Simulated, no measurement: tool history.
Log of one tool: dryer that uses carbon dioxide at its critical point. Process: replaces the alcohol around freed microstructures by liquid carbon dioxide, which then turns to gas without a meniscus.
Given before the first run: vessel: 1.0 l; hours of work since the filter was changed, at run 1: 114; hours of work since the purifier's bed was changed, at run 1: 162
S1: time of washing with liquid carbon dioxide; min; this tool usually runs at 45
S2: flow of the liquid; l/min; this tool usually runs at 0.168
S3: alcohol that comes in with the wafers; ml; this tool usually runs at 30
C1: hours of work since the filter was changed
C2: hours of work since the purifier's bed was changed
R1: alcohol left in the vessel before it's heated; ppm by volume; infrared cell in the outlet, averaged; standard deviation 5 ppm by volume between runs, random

{"run": 1, "hour": 0.0, "S1": 45, "S2": 0.168, "S3": 30, "C1": 114, "C2": 162, "R1": 66}
{"run": 2, "hour": 45.5, "S1": 45, "S2": 0.168, "S3": 30, "C1": 150, "C2": 198, "R1": 70}
{"run": 3, "hour": 75.0, "S1": 45, "S2": 0.168, "S3": 30, "C1": 173, "C2": 221, "R1": 85}
{"run": 4, "hour": 98.3, "S1": 39, "S2": 0.168, "S3": 30, "C1": 192, "C2": 240, "R1": 151}
{"run": 5, "hour": 134.7, "S1": 39, "S2": 0.168, "S3": 30, "C1": 220, "C2": 269, "R1": 154}
{"run": 6, "hour": 170.0, "S1": 39, "S2": 0.168, "S3": 30, "C1": 248, "C2": 297, "R1": 162}
{"run": 7, "hour": 210.4, "S1": 39, "S2": 0.168, "S3": 30, "C1": 280, "C2": 329, "R1": 179}
{"run": 8, "hour": 239.1, "S1": 39, "S2": 0.168, "S3": 30, "C1": 303, "C2": 351, "R1": 182}
{"run": 9, "hour": 282.9, "S1": 45, "S2": 0.168, "S3": 87, "C1": 338, "C2": 386, "R1": 243}
{"run": 10, "hour": 316.2, "S1": 65, "S2": 0.168, "S3": 30, "C1": 364, "C2": 412, "R1": 44}
{"hour": 331.0, "done": "inlet filter changed"}
{"run": 11, "hour": 343.9, "S1": 45, "S2": 0.168, "S3": 30, "C1": 10, "C2": 434, "R1": 81}
{"run": 12, "hour": 371.9, "S1": 45, "S2": 0.168, "S3": 39, "C1": 32, "C2": 456, "R1": 94}
{"run": 13, "hour": 395.9, "S1": 45, "S2": 0.107, "S3": 30, "C1": 51, "C2": 475, "R1": 477}
{"run": 14, "hour": 429.9, "S1": 31, "S2": 0.107, "S3": 30, "C1": 78, "C2": 502, "R1": 1694}
{"run": 15, "hour": 464.9, "S1": 31, "S2": 0.107, "S3": 30, "C1": 106, "C2": 530, "R1": 1753}
{"run": 16, "hour": 486.1, "S1": 31, "S2": 0.107, "S3": 30, "C1": 123, "C2": 546, "R1": 1730}
{"run": 17, "hour": 521.9, "S1": 31, "S2": 0.107, "S3": 30, "C1": 151, "C2": 575, "R1": 1782}
{"run": 18, "hour": 567.2, "S1": 31, "S2": 0.107, "S3": 30, "C1": 187, "C2": 611, "R1": 1841}
{"run": 19, "hour": 612.7, "S1": 31, "S2": 0.107, "S3": 30, "C1": 223, "C2": 647, "R1": 1867}
{"run": 20, "hour": 658.1, "S1": 31, "S2": 0.107, "S3": 30, "C1": 259, "C2": 683, "R1": 1986}
{"run": 21, "hour": 685.7, "S1": 31, "S2": 0.107, "S3": 33, "C1": 281, "C2": 705, "R1": 2209}
{"run": 22, "hour": 727.3, "S1": 31, "S2": 0.107, "S3": 33, "C1": 314, "C2": 738, "R1": 2207}
{"run": 23, "hour": 753.7, "S1": 46, "S2": 0.107, "S3": 33, "C1": 335, "C2": 758, "R1": 643}
{"run": 24, "hour": 802.8, "S1": 46, "S2": 0.107, "S3": 33, "C1": 374, "C2": 797, "R1": 703}
{"hour": 806.5, "done": "inlet filter changed"}
{"run": 25, "hour": 846.5, "S1": 45, "S2": 0.207, "S3": 24, "C1": 32, "C2": 831, "R1": 82}
{"run": 26, "hour": 886.1, "S1": 40, "S2": 0.168, "S3": 82, "C1": 63, "C2": 863, "R1": 317}
{"run": 27, "hour": 930.9, "S1": 32, "S2": 0.129, "S3": 70, "C1": 99, "C2": 898, "R1": 2080}
{"run": 28, "hour": 958.5, "S1": 45, "S2": 0.206, "S3": 44, "C1": 120, "C2": 920, "R1": 104}
{"run": 29, "hour": 982.5, "S1": 45, "S2": 0.206, "S3": 44, "C1": 139, "C2": 939, "R1": 100}
{"run": 30, "hour": 1022.9, "S1": 45, "S2": 0.206, "S3": 44, "C1": 172, "C2": 971, "R1": 101}
{"run": 31, "hour": 1044.2, "S1": 71, "S2": 0.194, "S3": 41, "C1": 188, "C2": 988, "R1": 85}
{"run": 32, "hour": 1095.8, "S1": 49, "S2": 0.168, "S3": 23, "C1": 229, "C2": 1029, "R1": 115}
{"run": 33, "hour": 1128.0, "S1": 57, "S2": 0.158, "S3": 88, "C1": 255, "C2": 1054, "R1": 151}
{"run": 34, "hour": 1163.8, "S1": 57, "S2": 0.158, "S3": 88, "C1": 283, "C2": 1083, "R1": 155}
{"run": 35, "hour": 1193.7, "S1": 70, "S2": 0.153, "S3": 78, "C1": 307, "C2": 1106, "R1": 106}
{"hour": 1206.9, "done": "purifier's bed changed"}
{"run": 36, "hour": 1225.8, "S1": 45, "S2": 0.159, "S3": 39, "C1": 330, "C2": 15, "R1": 124}
{"run": 37, "hour": 1272.8, "S1": 32, "S2": 0.143, "S3": 30, "C1": 367, "C2": 52, "R1": 765}
{"hour": 1285.9, "done": "inlet filter changed"}
{"run": 38, "hour": 1312.3, "S1": 32, "S2": 0.143, "S3": 30, "C1": 21, "C2": 83, "R1": 549}
{"run": 39, "hour": 1342.1, "S1": 32, "S2": 0.143, "S3": 30, "C1": 45, "C2": 106, "R1": 566}
{"run": 40, "hour": 1379.9, "S1": 53, "S2": 0.117, "S3": 29, "C1": 75, "C2": 136, "R1": 143}
{"run": 41, "hour": 1427.9, "S1": 34, "S2": 0.111, "S3": 69, "C1": 113, "C2": 174, "R1": 2612}
{"run": 42, "hour": 1455.0, "S1": 34, "S2": 0.111, "S3": 69, "C1": 134, "C2": 196, "R1": 2665}
{"run": 43, "hour": 1482.9, "S1": 39, "S2": 0.106, "S3": 37, "C1": 156, "C2": 218, "R1": 1102}
{"run": 44, "hour": 1528.6, "S1": 45, "S2": 0.168, "S3": 87, "C1": 192, "C2": 254, "R1": 185}
{"run": 45, "hour": 1569.4, "S1": 69, "S2": 0.116, "S3": 88, "C1": 225, "C2": 287, "R1": 140}
{"run": 46, "hour": 1599.9, "S1": 69, "S2": 0.178, "S3": 28, "C1": 249, "C2": 311, "R1": 38}

Branching from run 46: 5 alternative next runs. What would each branch give?
{"run": "A", "hour": 1626.7, "S1": 28, "S2": 0.164, "S3": 79, "C1": 270, "C2": 332, "R1": "?"}
{"run": "B", "hour": 1626.7, "S1": 31, "S2": 0.178, "S3": 113, "C1": 270, "C2": 332, "R1": "?"}
{"run": "C", "hour": 1626.7, "S1": 39, "S2": 0.178, "S3": 32, "C1": 270, "C2": 332, "R1": "?"}
{"run": "D", "hour": 1626.7, "S1": 45, "S2": 0.168, "S3": 98, "C1": 270, "C2": 332, "R1": "?"}
{"run": "E", "hour": 1626.7, "S1": 36, "S2": 0.267, "S3": 30, "C1": 270, "C2": 332, "R1": "?"}

run=A R1=1851
run=B R1=1277
run=C R1=140
run=D R1=222
run=E R1=47
Had the tool no hidden state, the same runs would have come out as:
run=A R1=1387
run=B R1=900
run=C R1=74
run=D R1=122
run=E R1=13
